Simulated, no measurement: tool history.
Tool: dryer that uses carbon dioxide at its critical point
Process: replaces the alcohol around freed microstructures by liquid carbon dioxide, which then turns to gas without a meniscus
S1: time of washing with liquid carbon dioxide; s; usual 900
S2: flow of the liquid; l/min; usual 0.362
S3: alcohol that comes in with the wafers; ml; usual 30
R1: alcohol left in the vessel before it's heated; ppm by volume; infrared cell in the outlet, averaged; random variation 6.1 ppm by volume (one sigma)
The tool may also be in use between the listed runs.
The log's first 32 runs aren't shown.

run,hour,S1,S2,S3,R1
33,1246.8,1020,0.362,111,900
34,1279.4,1080,0.362,39,326
35,1306.4,1080,0.464,58,182
36,1332.2,720,0.265,35,3245
37,1381.8,1140,0.43,119,344
# hour 1398.3: inlet filter changed
38,1423.8,1140,0.43,119,216
39,1461.6,1380,0.306,84,339
40,1500.4,1260,0.552,30,151
41,1549.7,1260,0.552,30,161
42,1584.6,960,0.598,86,190

Run 43 comes next. What will it give?
43,1617.5,900,0.571,30,?

Run 43 gave R1 190 ppm by volume.
Without the tool's hidden state the same run would have given R1 13 ppm by volume.
